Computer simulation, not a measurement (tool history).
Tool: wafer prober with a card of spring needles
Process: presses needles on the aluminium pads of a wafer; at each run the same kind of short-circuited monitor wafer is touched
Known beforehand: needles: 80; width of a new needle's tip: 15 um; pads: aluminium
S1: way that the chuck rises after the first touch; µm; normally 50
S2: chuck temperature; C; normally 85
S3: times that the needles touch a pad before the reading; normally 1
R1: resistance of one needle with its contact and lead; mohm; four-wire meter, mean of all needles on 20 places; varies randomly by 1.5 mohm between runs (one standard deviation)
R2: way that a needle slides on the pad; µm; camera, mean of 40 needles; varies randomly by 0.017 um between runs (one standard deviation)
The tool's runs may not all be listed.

{"run": 1, "day": 0.0, "S1": 50, "S2": 85, "S3": 1, "R1": 134, "R2": 8.13}
{"run": 2, "day": 1.512, "S1": 50, "S2": 85, "S3": 1, "R1": 132, "R2": 8.12}
{"run": 3, "day": 3.692, "S1": 50, "S2": 85, "S3": 1, "R1": 133, "R2": 8.12}
{"run": 4, "day": 5.792, "S1": 50, "S2": 85, "S3": 1, "R1": 133, "R2": 8.12}
{"run": 5, "day": 7.633, "S1": 50, "S2": 85, "S3": 1, "R1": 131, "R2": 8.1}
{"run": 6, "day": 9.767, "S1": 50, "S2": 116, "S3": 1, "R1": 136, "R2": 8.15}
{"run": 7, "day": 11.446, "S1": 50, "S2": 116, "S3": 1, "R1": 138, "R2": 8.11}
{"run": 8, "day": 13.121, "S1": 50, "S2": 116, "S3": 1, "R1": 139, "R2": 8.13}
{"run": 9, "day": 16.042, "S1": 50, "S2": 85, "S3": 1, "R1": 132, "R2": 8.08}
{"run": 10, "day": 18.471, "S1": 50, "S2": 85, "S3": 2, "R1": 133, "R2": 8.15}
{"run": 11, "day": 19.854, "S1": 50, "S2": 85, "S3": 2, "R1": 130, "R2": 8.11}
{"run": 12, "day": 21.55, "S1": 50, "S2": 85, "S3": 1, "R1": 133, "R2": 8.09}
{"run": 13, "day": 23.083, "S1": 60, "S2": 85, "S3": 1, "R1": 127, "R2": 9.76}
{"run": 14, "day": 25.404, "S1": 58, "S2": 85, "S3": 1, "R1": 130, "R2": 9.41}
{"run": 15, "day": 27.129, "S1": 58, "S2": 85, "S3": 1, "R1": 127, "R2": 9.43}
{"run": 16, "day": 29.2, "S1": 48, "S2": 42, "S3": 1, "R1": 127, "R2": 7.77}
{"run": 17, "day": 31.096, "S1": 48, "S2": 42, "S3": 1, "R1": 126, "R2": 7.8}
{"run": 18, "day": 33.346, "S1": 31, "S2": 94, "S3": 1, "R1": 147, "R2": 5.03}
{"run": 19, "day": 35.638, "S1": 31, "S2": 94, "S3": 1, "R1": 148, "R2": 5.01}
{"run": 20, "day": 37.233, "S1": 31, "S2": 94, "S3": 1, "R1": 148, "R2": 5.03}
{"run": 21, "day": 40.442, "S1": 52, "S2": 29, "S3": 1, "R1": 123, "R2": 8.43}
{"run": 22, "day": 43.125, "S1": 62, "S2": 112, "S3": 2, "R1": 132, "R2": 10.04}
{"run": 23, "day": 45.112, "S1": 48, "S2": 61, "S3": 2, "R1": 130, "R2": 7.78}
{"run": 24, "day": 46.821, "S1": 61, "S2": 36, "S3": 2, "R1": 119, "R2": 9.93}
{"run": 25, "day": 49.2, "S1": 61, "S2": 36, "S3": 2, "R1": 122, "R2": 9.9}

Removed from this log: 98 entries logged between the listed runs. Between which two listed runs does each belong, and how does the tool's hidden state at the listed run before it compare with that at the listed run after it?
In the gap between runs 1 and 2: tips cleaned on abrasive film (day 0.612); tips cleaned on abrasive film (day 1.104)
  debris on the tips, nm: 0 -> 0.2
In the gap between runs 2 and 3: tips cleaned on abrasive film (day 1.638); tips cleaned on abrasive film (day 2.254); tips cleaned on abrasive film (day 2.867); tips cleaned on abrasive film (day 3.358)
  both runs share identical hidden conditions
In the gap between runs 3 and 4: tips cleaned on abrasive film (day 3.942); tips cleaned on abrasive film (day 4.433); tips cleaned on abrasive film (day 4.925); tips cleaned on abrasive film (day 5.417)
  debris on the tips, nm: 0.2 -> 0.3
In the gap between runs 4 and 5: tips cleaned on abrasive film (day 5.917); tips cleaned on abrasive film (day 6.408); tips cleaned on abrasive film (day 6.900); tips cleaned on abrasive film (day 7.392)
  debris on the tips, nm: 0.3 -> 0.2
In the gap between runs 5 and 6: tips cleaned on abrasive film (day 8.004); tips cleaned on abrasive film (day 8.496); tips cleaned on abrasive film (day 8.988); tips cleaned on abrasive film (day 9.479)
  both runs share identical hidden conditions
In the gap between runs 6 and 7: tips cleaned on abrasive film (day 10.017); tips cleaned on abrasive film (day 10.508); tips cleaned on abrasive film (day 11.000)
  debris on the tips, nm: 0.2 -> 0.3
In the gap between runs 7 and 8: tips cleaned on abrasive film (day 11.575); tips cleaned on abrasive film (day 12.067); tips cleaned on abrasive film (day 12.679); height of the first contact set anew (day 13.121)
  both runs share identical hidden conditions
In the gap between runs 8 and 9: tips cleaned on abrasive film (day 13.246); tips cleaned on abrasive film (day 13.738); tips cleaned on abrasive film (day 14.229); tips cleaned on abrasive film (day 14.721); tips cleaned on abrasive film (day 15.212); tips cleaned on abrasive film (day 15.704)
  debris on the tips, nm: 0.3 -> 0.2
In the gap between runs 9 and 10: tips cleaned on abrasive film (day 16.288); tips cleaned on abrasive film (day 16.779); tips cleaned on abrasive film (day 17.271); tips cleaned on abrasive film (day 17.762); tips cleaned on abrasive film (day 18.254)
  both runs share identical hidden conditions
In the gap between runs 10 and 11: tips cleaned on abrasive film (day 18.842); tips cleaned on abrasive film (day 19.333); tips cleaned on abrasive film (day 19.825)
  debris on the tips, nm: 0.2 -> 0
In the gap between runs 11 and 12: tips cleaned on abrasive film (day 20.346); tips cleaned on abrasive film (day 20.838); tips cleaned on abrasive film (day 21.454)
  debris on the tips, nm: 0 -> 0.1
In the gap between runs 12 and 13: tips cleaned on abrasive film (day 22.042); tips cleaned on abrasive film (day 22.533); tips cleaned on abrasive film (day 23.025)
  both runs share identical hidden conditions
In the gap between runs 13 and 14: tips cleaned on abrasive film (day 23.575); tips cleaned on abrasive film (day 24.067); tips cleaned on abrasive film (day 24.558); tips cleaned on abrasive film (day 25.050)
  debris on the tips, nm: 0.1 -> 0.2
In the gap between runs 14 and 15: tips cleaned on abrasive film (day 25.654); tips cleaned on abrasive film (day 26.146); tips cleaned on abrasive film (day 26.633); tips cleaned on abrasive film (day 27.125)
  debris on the tips, nm: 0.2 -> 0; way that the needles fall short of the set height, um: 0 -> 0.01
In the gap between runs 15 and 16: tips cleaned on abrasive film (day 27.621); tips cleaned on abrasive film (day 28.112); height of the first contact set anew (day 28.488); tips cleaned on abrasive film (day 28.617); tips cleaned on abrasive film (day 29.108)
  debris on the tips, nm: 0 -> 0.1; way that the needles fall short of the set height, um: 0.01 -> 0
In the gap between runs 16 and 17: tips cleaned on abrasive film (day 29.692); tips cleaned on abrasive film (day 30.183); tips cleaned on abrasive film (day 30.675)
  debris on the tips, nm: 0.1 -> 0.2
In the gap between runs 17 and 18: tips cleaned on abrasive film (day 31.221); tips cleaned on abrasive film (day 31.833); tips cleaned on abrasive film (day 32.325); tips cleaned on abrasive film (day 32.817); tips cleaned on abrasive film (day 33.346)
  debris on the tips, nm: 0.2 -> 0; tips' diameter, um: 15.01 -> 15.02
In the gap between runs 18 and 19: tips cleaned on abrasive film (day 33.838); tips cleaned on abrasive film (day 34.325); tips cleaned on abrasive film (day 34.817); tips cleaned on abrasive film (day 35.308)
  debris on the tips, nm: 0 -> 0.2
In the gap between runs 19 and 20: tips cleaned on abrasive film (day 35.883); tips cleaned on abrasive film (day 36.375); tips cleaned on abrasive film (day 36.867)
  both runs share identical hidden conditions
In the gap between runs 20 and 21: tips cleaned on abrasive film (day 37.362); tips cleaned on abrasive film (day 37.854); tips cleaned on abrasive film (day 38.346); tips cleaned on abrasive film (day 38.838); tips cleaned on abrasive film (day 39.329); tips cleaned on abrasive film (day 39.821); tips cleaned on abrasive film (day 40.312)
  debris on the tips, nm: 0.2 -> 0.1
In the gap between runs 21 and 22: tips cleaned on abrasive film (day 40.812); tips cleaned on abrasive film (day 41.300); tips cleaned on abrasive film (day 41.917); tips cleaned on abrasive film (day 42.529); tips cleaned on abrasive film (day 43.021)
  way that the needles fall short of the set height, um: 0 -> 0.01
In the gap between runs 22 and 23: tips cleaned on abrasive film (day 43.617); height of the first contact set anew (day 43.875); tips cleaned on abrasive film (day 44.121); tips cleaned on abrasive film (day 44.612); tips cleaned on abrasive film (day 45.104)
  debris on the tips, nm: 0.1 -> 0; way that the needles fall short of the set height, um: 0.01 -> 0
In the gap between runs 23 and 24: tips cleaned on abrasive film (day 45.604); tips cleaned on abrasive film (day 46.096); tips cleaned on abrasive film (day 46.588)
  debris on the tips, nm: 0 -> 0.2
In the gap between runs 24 and 25: tips cleaned on abrasive film (day 47.188); tips cleaned on abrasive film (day 47.679); tips cleaned on abrasive film (day 48.171); tips cleaned on abrasive film (day 48.662); tips cleaned on abrasive film (day 49.200)
  debris on the tips, nm: 0.2 -> 0
